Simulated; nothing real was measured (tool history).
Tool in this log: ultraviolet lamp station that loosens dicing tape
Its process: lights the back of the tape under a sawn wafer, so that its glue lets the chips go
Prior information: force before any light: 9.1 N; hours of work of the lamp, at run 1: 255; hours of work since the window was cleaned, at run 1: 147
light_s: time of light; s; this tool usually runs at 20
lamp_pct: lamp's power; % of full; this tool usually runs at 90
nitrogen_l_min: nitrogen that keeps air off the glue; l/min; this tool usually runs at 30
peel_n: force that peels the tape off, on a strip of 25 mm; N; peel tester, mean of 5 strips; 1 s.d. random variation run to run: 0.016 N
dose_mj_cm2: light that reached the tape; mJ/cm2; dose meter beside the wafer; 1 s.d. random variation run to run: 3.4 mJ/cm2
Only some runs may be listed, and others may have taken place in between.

| run | hour | light_s | lamp_pct | nitrogen_l_min | hours of work of the lamp | hours of work since the window was cleaned | peel_n | dose_mj_cm2 |
|---|---|---|---|---|---|---|---|---|
| 1 | 0.0 | 20 | 90 | 30 | 255 | 147 | 1.251 | 436 |
| 2 | 9.7 | 20 | 90 | 22 | 259 | 151 | 1.404 | 434 |
| 3 | 20.3 | 20 | 90 | 22 | 264 | 156 | 1.415 | 428 |
| 4 | 30.1 | 20 | 90 | 22 | 268 | 160 | 1.390 | 428 |
| 5 | 38.3 | 20 | 90 | 30 | 272 | 164 | 1.280 | 425 |
| 6 | 56.8 | 20 | 90 | 30 | 280 | 172 | 1.291 | 420 |
| 7 | 74.9 | 20 | 90 | 30 | 289 | 180 | 1.316 | 414 |
| 8 | 83.7 | 20 | 90 | 30 | 293 | 184 | 1.298 | 416 |
| 9 | 102.0 | 20 | 81 | 30 | 301 | 192 | 1.641 | 368 |
| 10 | 114.0 | 20 | 81 | 30 | 306 | 198 | 1.656 | 360 |
| 11 | 123.3 | 20 | 82 | 30 | 310 | 202 | 1.590 | 368 |
| 12 | 137.7 | 25 | 90 | 35 | 317 | 208 | 0.911 | 503 |
| 13 | 153.2 | 12 | 69 | 35 | 324 | 215 | 3.655 | 179 |
|  | 155.1 | window cleaned of glue's vapour |
| 14 | 161.5 | 12 | 69 | 35 | 327 | 3 | 3.778 | 174 |
| 15 | 169.1 | 39 | 86 | 16 | 331 | 6 | 0.642 | 711 |
| 16 | 181.9 | 28 | 60 | 15 | 336 | 12 | 2.216 | 350 |
| 17 | 195.3 | 25 | 84 | 15 | 342 | 18 | 1.554 | 438 |

Expected results for the next run?
| 18 | 207.4 | 17 | 60 | 30 | 348 | 23 | ? | ? |

Run 18 measured peel_n 3.376 N, dose_mj_cm2 212 mJ/cm2.
The same run, on a tool lacking any hidden state, would have yielded peel_n 2.068 N, dose_mj_cm2 319 mJ/cm2.

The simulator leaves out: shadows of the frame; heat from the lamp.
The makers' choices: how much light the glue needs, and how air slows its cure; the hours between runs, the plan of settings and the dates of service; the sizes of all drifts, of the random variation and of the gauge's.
